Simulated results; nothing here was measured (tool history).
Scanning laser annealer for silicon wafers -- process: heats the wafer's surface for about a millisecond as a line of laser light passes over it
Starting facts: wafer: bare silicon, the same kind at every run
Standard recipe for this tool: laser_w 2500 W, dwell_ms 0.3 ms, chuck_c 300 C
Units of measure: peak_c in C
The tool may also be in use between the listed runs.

run	hour	laser_w	dwell_ms	chuck_c	peak_c
1	0	2500	0.3	300	1108
2	17.8	2500	0.3	300	1106
3	28	2500	0.355	300	1172
4	42.1	2500	0.355	300	1171
5	60.3	2500	0.355	300	1171
6	72.4	2500	0.355	300	1172
7	88.2	2500	0.3	300	1108
8	102.3	2500	0.3	291	1099
9	113.1	2500	0.3	300	1107
10	121.7	2500	0.3	300	1109
11	137.4	2631	0.3	300	1147
12	151.6	2631	0.3	300	1149
13	162.3	2631	0.332	300	1188
14	181	2500	0.3	300	1112
15	193.6	2500	0.3	300	1109
16	208.6	2500	0.3	300	1111
17	223.2	2500	0.3	309	1117
18	239.4	2500	0.3	309	1119
19	256.7	2500	0.3	300	1112
20	268.9	2500	0.3	300	1109
21	279.8	2500	0.3	300	1108
22	297.5	2500	0.26	300	1057
23	312.3	2671	0.281	337	1172
24	326.6	2502	0.271	280	1052
25	349.9	2182	0.245	280	930
26	358.8	2182	0.263	329	1001
27	376.7	2182	0.263	329	1002
28	395.8	2299	0.269	339	1052
29	406.1	2525	0.266	264	1039
30	419.9	2244	0.3	300	1035
31	431.6	2552	0.248	300	1058
32	448.5	2536	0.296	309	1125
33	466.8	2305	0.256	309	1009
34	479.1	2305	0.256	309	1010
35	495.3	2176	0.229	292	920
36	514	2377	0.379	300	1159
37	532.4	2500	0.275	300	1077
38	550.7	2500	0.275	300	1076
39	569.1	2400	0.226	278	963
40	587.4	2400	0.226	278	964
41	599	2261	0.301	326	1064

Withheld: 2 entries from between the runs. Position of each, and hidden state at the listed run before versus the listed run after:
Runs 11 to 12: window over the wafer cleaned (hour 146.9)
  light that passes the window, % of a clean one's: 99.87 -> 99.99
Runs 24 to 25: optics aligned, line set to its width (hour 334)
  width of the line over the set one, %: 0.27 -> 0
